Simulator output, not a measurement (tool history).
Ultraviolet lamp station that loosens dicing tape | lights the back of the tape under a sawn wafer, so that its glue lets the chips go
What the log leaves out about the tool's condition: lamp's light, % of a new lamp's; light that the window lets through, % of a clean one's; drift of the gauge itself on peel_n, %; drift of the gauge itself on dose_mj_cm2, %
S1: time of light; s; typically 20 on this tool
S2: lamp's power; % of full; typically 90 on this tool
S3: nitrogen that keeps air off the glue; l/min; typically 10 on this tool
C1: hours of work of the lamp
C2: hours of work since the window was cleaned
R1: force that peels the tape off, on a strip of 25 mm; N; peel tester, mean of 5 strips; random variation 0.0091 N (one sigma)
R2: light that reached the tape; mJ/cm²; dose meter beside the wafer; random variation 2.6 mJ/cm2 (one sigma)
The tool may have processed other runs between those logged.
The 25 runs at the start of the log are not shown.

Run 26, hour 873.6: usual settings but S1 17 s, S2 82 % of full, S3 18 l/min; C1 943; C2 62. Result: R1 0.662 N, R2 197 mJ/cm².
Run 27, hour 919.1: usual settings but S1 17 s, S2 82 % of full, S3 18 l/min; C1 967; C2 86. Result: R1 0.661 N, R2 192 mJ/cm².
Run 28, hour 970.1: usual settings but S2 82 % of full, S3 6 l/min; C1 994; C2 112. Result: R1 0.970 N, R2 217 mJ/cm².
Run 29, hour 1000.1: usual settings but S3 3 l/min; C1 1010; C2 128. Result: R1 1.284 N, R2 241 mJ/cm².
Run 30, hour 1030.1: usual settings but S3 3 l/min; C1 1026; C2 144. Result: R1 1.187 N, R2 238 mJ/cm².
Run 31, hour 1057.9: usual settings but S1 11 s, S2 77 % of full, S3 5 l/min; C1 1041; C2 159. Result: R1 2.057 N, R2 112 mJ/cm².
Run 32, hour 1095.2: usual settings but S1 24 s, S2 62 % of full, S3 15 l/min; C1 1060; C2 179. Result: R1 0.691 N, R2 199 mJ/cm².
Run 33, hour 1119.9: usual settings but S1 14 s, S2 61 % of full, S3 3 l/min; C1 1073; C2 192. Result: R1 2.428 N, R2 111 mJ/cm².
Run 34, hour 1160.5: usual settings but S1 24 s, S3 4 l/min; C1 1095; C2 213. Result: R1 0.915 N, R2 276 mJ/cm².
Run 35, hour 1181.6: usual settings but S1 24 s, S3 4 l/min; C1 1106; C2 224. Result: R1 0.874 N, R2 273 mJ/cm².
Run 36, hour 1218.5: usual settings but S1 24 s, S3 4 l/min; C1 1125; C2 244. Result: R1 0.886 N, R2 272 mJ/cm².
Run 37, hour 1253.1: usual settings but S1 21 s, S3 17 l/min; C1 1144; C2 262. Result: R1 0.488 N, R2 235 mJ/cm².
At hour 1265.7: lamp changed.
Run 38, hour 1298.2: usual settings but S1 15 s, S3 18 l/min; C1 17; C2 285. Result: R1 0.499 N, R2 230 mJ/cm².
At hour 1303.3: window cleaned of glue's vapour.
Run 39, hour 1338.9: usual settings but S1 15 s, S3 18 l/min; C1 38; C2 19. Result: R1 0.429 N, R2 241 mJ/cm².
Run 40, hour 1374.6: usual settings but S1 15 s, S2 79 % of full, S3 18 l/min; C1 57; C2 38. Result: R1 0.561 N, R2 210 mJ/cm².
Run 41, hour 1423.0: usual settings but S1 15 s, S2 79 % of full, S3 18 l/min; C1 83; C2 63. Result: R1 0.585 N, R2 207 mJ/cm².
Run 42, hour 1454.7: usual settings but S1 23 s, S2 97 % of full, S3 14 l/min; C1 99; C2 80. Result: R1 0.262 N, R2 389 mJ/cm².

Predict each of these 5 candidate next runs independently; none follows another, all start after run 42:
Run A, hour 1504.2: usual settings but S1 23 s, S2 67 % of full, S3 14 l/min; C1 126; C2 106. Result: R1 ?, R2 ?.
Run B, hour 1504.2: usual settings but S2 61 % of full; C1 126; C2 106. Result: R1 ?, R2 ?.
Run C, hour 1504.2: usual settings but S1 23 s, S2 97 % of full, S3 5 l/min; C1 126; C2 106. Result: R1 ?, R2 ?.
Run D, hour 1504.2: usual settings but S1 23 s, S2 63 % of full, S3 7 l/min; C1 126; C2 106. Result: R1 ?, R2 ?.
Run E, hour 1504.2: usual settings but S1 33 s, S2 91 % of full, S3 5 l/min; C1 126; C2 106. Result: R1 ?, R2 ?.

run     R1   R2
  A  0.430  265
  B  0.787  212
  C  0.463  385
  D  0.739  248
  E  0.289  521
The same runs, with their run-to-run variation unchanged, on a tool lacking any hidden condition would have given:
run     R1   R2
  A  0.390  282
  B  0.717  225
  C  0.420  409
  D  0.675  264
  E  0.267  553
